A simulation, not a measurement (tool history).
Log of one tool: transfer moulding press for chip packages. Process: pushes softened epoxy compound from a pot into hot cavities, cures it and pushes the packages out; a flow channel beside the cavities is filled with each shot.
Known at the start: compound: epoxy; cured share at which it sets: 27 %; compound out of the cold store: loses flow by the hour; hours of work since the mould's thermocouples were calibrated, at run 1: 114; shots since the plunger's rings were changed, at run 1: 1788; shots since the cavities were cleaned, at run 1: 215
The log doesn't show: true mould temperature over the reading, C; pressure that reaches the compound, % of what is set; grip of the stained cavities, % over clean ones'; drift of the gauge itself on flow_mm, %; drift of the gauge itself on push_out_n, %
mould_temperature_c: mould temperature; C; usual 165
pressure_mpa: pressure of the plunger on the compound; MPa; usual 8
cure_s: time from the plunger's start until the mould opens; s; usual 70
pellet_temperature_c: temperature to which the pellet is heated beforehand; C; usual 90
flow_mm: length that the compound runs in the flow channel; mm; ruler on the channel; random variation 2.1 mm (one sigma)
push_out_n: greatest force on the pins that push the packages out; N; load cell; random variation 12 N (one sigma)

run,day,mould_temperature_c,pressure_mpa,cure_s,pellet_temperature_c,hours of work since the mould's thermocouples were calibrated,shots since the plunger's rings were changed,shots since the cavities were cleaned,incoming compound's hours out of the cold store,flow_mm,push_out_n
1,0,165,8,70,90,114,1788,215,43.1,534,860
2,0.717,165,8,70,90,121,1967,394,38.2,539,974
3,1.292,165,8,74,90,127,2111,538,46.7,522,942
# day 1.55: cavities cleaned with cleaning compound and waxed
4,2.271,165,8,74,90,136,2339,180,42.9,530,755
5,2.846,165,8,74,90,142,2482,323,15.7,575,891
# day 3.975: cavities cleaned with cleaning compound and waxed
6,4.05,165,8,74,90,153,2768,19,32.2,537,537
7,5.212,165,8,74,90,165,3058,309,23.6,551,864
# day 6.333: cavities cleaned with cleaning compound and waxed
8,6.55,165,8,74,90,178,3376,54,15.5,556,624
9,7.425,165,8,74,90,187,3594,272,43.9,513,849
# day 8.762: cavities cleaned with cleaning compound and waxed
10,8.842,165,8,74,90,200,3933,20,9.2,563,545
# day 9.583: plunger's sealing rings changed
11,9.583,165,8,74,90,207,0,179,31.3,574,750
12,10.233,165,8,74,90,213,162,341,36.7,561,841
13,11.067,165,8,74,90,222,370,549,24.1,580,980
# day 11.254: cavities cleaned with cleaning compound and waxed
14,11.988,165,8,74,90,230,584,183,12.2,605,775
15,12.662,165,8,74,89,237,753,352,32.7,566,905
# day 13.654: cavities cleaned with cleaning compound and waxed
16,13.875,164,7.61,74,89,249,1039,55,39.8,535,626
17,14.438,165,7.2,70,98,254,1181,197,13.7,555,849
18,15.379,165,7.82,81,81,264,1415,431,41,536,887
# day 16.054: cavities cleaned with cleaning compound and waxed
19,16.321,172,8.96,86,91,273,1635,67,27.8,579,563
20,17.392,158,7.92,55,96,283,1902,334,30.7,564,2661
# day 18.438: cavities cleaned with cleaning compound and waxed
21,18.629,158,7.92,55,96,295,2195,48,36.8,550,1782
22,19.529,172,8.39,70,88,304,2419,272,36.3,543,743
# day 20.796: cavities cleaned with cleaning compound and waxed
23,20.796,166,9.38,102,81,316,2720,0,20,611,458
24,21.492,166,9.38,102,81,323,2894,174,21.9,601,681
25,22.321,166,9.38,102,81,332,3101,381,14.2,617,788
# day 23.15: cavities cleaned with cleaning compound and waxed
26,23.412,166,9.38,102,81,342,3358,65,33.7,575,521
27,24.008,167,8.33,102,81,348,3506,213,24.5,553,678
28,24.667,169,8.47,102,81,355,3671,378,40.3,524,793

Forecast each of these 4 alternatives for the next run:
# day 25.517: cavities cleaned with cleaning compound and waxed
A,25.575,169,8.54,88,87,363,3882,15,46.9,?,?
# day 25.517: cavities cleaned with cleaning compound and waxed
B,25.575,165,6.56,70,95,363,3882,15,40.6,?,?
# day 25.517: cavities cleaned with cleaning compound and waxed
C,25.575,165,8.57,75,100,363,3882,15,45.6,?,?
# day 25.517: cavities cleaned with cleaning compound and waxed
D,25.575,160,8.47,102,82,363,3882,15,30.3,?,?

run,flow_mm,push_out_n
A,517,477
B,464,568
C,521,509
D,558,488
Without the tool's hidden state the same runs would have given:
run,flow_mm,push_out_n
A,557,450
B,501,555
C,562,491
D,602,466
